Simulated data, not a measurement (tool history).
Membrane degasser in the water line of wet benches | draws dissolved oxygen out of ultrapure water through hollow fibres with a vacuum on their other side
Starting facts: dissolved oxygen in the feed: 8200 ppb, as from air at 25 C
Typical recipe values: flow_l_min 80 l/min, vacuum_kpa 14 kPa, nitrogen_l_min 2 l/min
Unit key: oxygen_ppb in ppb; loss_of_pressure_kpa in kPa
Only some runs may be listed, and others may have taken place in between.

Run 1, hour 0: usual settings. Result: oxygen_ppb 802.8 ppb, loss_of_pressure_kpa 63.48 kPa.
Run 2, hour 144.2: usual settings. Result: oxygen_ppb 805.4 ppb, loss_of_pressure_kpa 63.4 kPa.
Run 3, hour 229.7: usual settings but flow_l_min 53 l/min. Result: oxygen_ppb 580.6 ppb, loss_of_pressure_kpa 41.6 kPa.
Run 4, hour 310.9: usual settings but flow_l_min 53 l/min. Result: oxygen_ppb 580.9 ppb, loss_of_pressure_kpa 41.94 kPa.
Run 5, hour 488.3: usual settings but flow_l_min 83 l/min. Result: oxygen_ppb 833.7 ppb, loss_of_pressure_kpa 65.5 kPa.
Run 6, hour 638.6: usual settings but vacuum_kpa 9.8 kPa. Result: oxygen_ppb 515.2 ppb, loss_of_pressure_kpa 63.11 kPa.
Run 7, hour 746.4: usual settings but vacuum_kpa 9.8 kPa. Result: oxygen_ppb 514.5 ppb, loss_of_pressure_kpa 63.41 kPa.
Run 8, hour 860.9: usual settings but nitrogen_l_min 1.32 l/min. Result: oxygen_ppb 1083.5 ppb, loss_of_pressure_kpa 63.51 kPa.
Run 9, hour 987.5: usual settings but nitrogen_l_min 1.32 l/min. Result: oxygen_ppb 1086.9 ppb, loss_of_pressure_kpa 63.54 kPa.
Run 10, hour 1090.4: usual settings but nitrogen_l_min 1.32 l/min. Result: oxygen_ppb 1081.9 ppb, loss_of_pressure_kpa 63.74 kPa.
Run 11, hour 1178.1: usual settings. Result: oxygen_ppb 808.1 ppb, loss_of_pressure_kpa 63.76 kPa.
Run 12, hour 1301.9: usual settings. Result: oxygen_ppb 810.1 ppb, loss_of_pressure_kpa 64.05 kPa.
Run 13, hour 1429.8: usual settings. Result: oxygen_ppb 811.2 ppb, loss_of_pressure_kpa 63.56 kPa.
Run 14, hour 1578.6: usual settings but vacuum_kpa 15.2 kPa. Result: oxygen_ppb 896.3 ppb, loss_of_pressure_kpa 63.93 kPa.
Run 15, hour 1721.3: usual settings but vacuum_kpa 15.2 kPa. Result: oxygen_ppb 894.5 ppb, loss_of_pressure_kpa 64.23 kPa.
Run 16, hour 1803.7: usual settings. Result: oxygen_ppb 813.9 ppb, loss_of_pressure_kpa 64.2 kPa.
Run 17, hour 1967.4: usual settings but vacuum_kpa 29.3 kPa. Result: oxygen_ppb 1742.4 ppb, loss_of_pressure_kpa 63.79 kPa.
Run 18, hour 2046.9: usual settings but flow_l_min 65 l/min, vacuum_kpa 28.3 kPa, nitrogen_l_min 0.82 l/min. Result: oxygen_ppb 2559.8 ppb, loss_of_pressure_kpa 52.34 kPa.
Run 19, hour 2141.4: usual settings but flow_l_min 65 l/min, vacuum_kpa 28.3 kPa, nitrogen_l_min 2.61 l/min. Result: oxygen_ppb 1192.9 ppb, loss_of_pressure_kpa 52.29 kPa.
Run 20, hour 2295.3: usual settings but flow_l_min 65 l/min, vacuum_kpa 28.3 kPa, nitrogen_l_min 2.61 l/min. Result: oxygen_ppb 1191.9 ppb, loss_of_pressure_kpa 52.59 kPa.
Run 21, hour 2402.8: usual settings but flow_l_min 65 l/min, vacuum_kpa 15 kPa, nitrogen_l_min 2.61 l/min. Result: oxygen_ppb 604.6 ppb, loss_of_pressure_kpa 52.3 kPa.
Run 22, hour 2579.4: usual settings but flow_l_min 65 l/min, vacuum_kpa 15 kPa, nitrogen_l_min 2.61 l/min. Result: oxygen_ppb 605.2 ppb, loss_of_pressure_kpa 52.28 kPa.
Run 23, hour 2759.7: usual settings but flow_l_min 49 l/min, vacuum_kpa 16.4 kPa, nitrogen_l_min 2.61 l/min. Result: oxygen_ppb 530.4 ppb, loss_of_pressure_kpa 39.68 kPa.
Run 24, hour 2892: usual settings but flow_l_min 81 l/min, vacuum_kpa 8.7 kPa, nitrogen_l_min 1.09 l/min. Result: oxygen_ppb 677.8 ppb, loss_of_pressure_kpa 65.63 kPa.
Run 25, hour 3026.7: usual settings but flow_l_min 83 l/min, nitrogen_l_min 1.04 l/min. Result: oxygen_ppb 1298 ppb, loss_of_pressure_kpa 67.04 kPa.
Run 26, hour 3159.5: usual settings but flow_l_min 64 l/min, vacuum_kpa 28.9 kPa, nitrogen_l_min 2.22 l/min. Result: oxygen_ppb 1358.5 ppb, loss_of_pressure_kpa 51.71 kPa.
Run 27, hour 3280.5: usual settings but flow_l_min 68 l/min, nitrogen_l_min 2.84 l/min. Result: oxygen_ppb 545.5 ppb, loss_of_pressure_kpa 54.74 kPa.
Run 28, hour 3431.8: usual settings but flow_l_min 59 l/min, vacuum_kpa 13.8 kPa, nitrogen_l_min 5.17 l/min. Result: oxygen_ppb 283.3 ppb, loss_of_pressure_kpa 47.9 kPa.
Run 29, hour 3595.1: usual settings but flow_l_min 77 l/min. Result: oxygen_ppb 794.2 ppb, loss_of_pressure_kpa 61.97 kPa.
Run 30, hour 3696: usual settings but flow_l_min 77 l/min, vacuum_kpa 16.6 kPa, nitrogen_l_min 2.22 l/min. Result: oxygen_ppb 894 ppb, loss_of_pressure_kpa 62.74 kPa.
Run 31, hour 3806.2: usual settings but flow_l_min 77 l/min, vacuum_kpa 16.6 kPa, nitrogen_l_min 2.22 l/min. Result: oxygen_ppb 887.4 ppb, loss_of_pressure_kpa 62.26 kPa.
Run 32, hour 3935.4: usual settings but flow_l_min 77 l/min, vacuum_kpa 31.8 kPa, nitrogen_l_min 0.98 l/min. Result: oxygen_ppb 2807 ppb, loss_of_pressure_kpa 62.87 kPa.

Removed from this log: 2 entries logged between the listed runs. Between which two listed runs does each belong, and how does the tool's hidden state at the listed run before it compare with that at the listed run after it?
Logged between run 13 and run 14: vacuum gauge calibrated (hour 1439.5)
  membrane still open, %: 95.7 -> 95.5; true pressure behind the membrane over the reading, kPa: 0.04 -> 0.07; air that leaks in behind the membrane, l/min: 0.0053 -> 0.0055
  measured result minus the result with no hidden state, oxygen_ppb: +5.9 -> +7.9 ppb; loss_of_pressure_kpa: +2.76 -> +2.85 kPa
Logged between run 17 and run 18: vacuum gauge calibrated, once more (hour 1994.4)
  membrane still open, %: 95.3 -> 95.2; true pressure behind the membrane over the reading, kPa: 0.1 -> 0; air that leaks in behind the membrane, l/min: 0.006 -> 0.0061
  measured result minus the result with no hidden state, oxygen_ppb: +8.3 -> -0.1 ppb; loss_of_pressure_kpa: +3.02 -> +2.51 kPa

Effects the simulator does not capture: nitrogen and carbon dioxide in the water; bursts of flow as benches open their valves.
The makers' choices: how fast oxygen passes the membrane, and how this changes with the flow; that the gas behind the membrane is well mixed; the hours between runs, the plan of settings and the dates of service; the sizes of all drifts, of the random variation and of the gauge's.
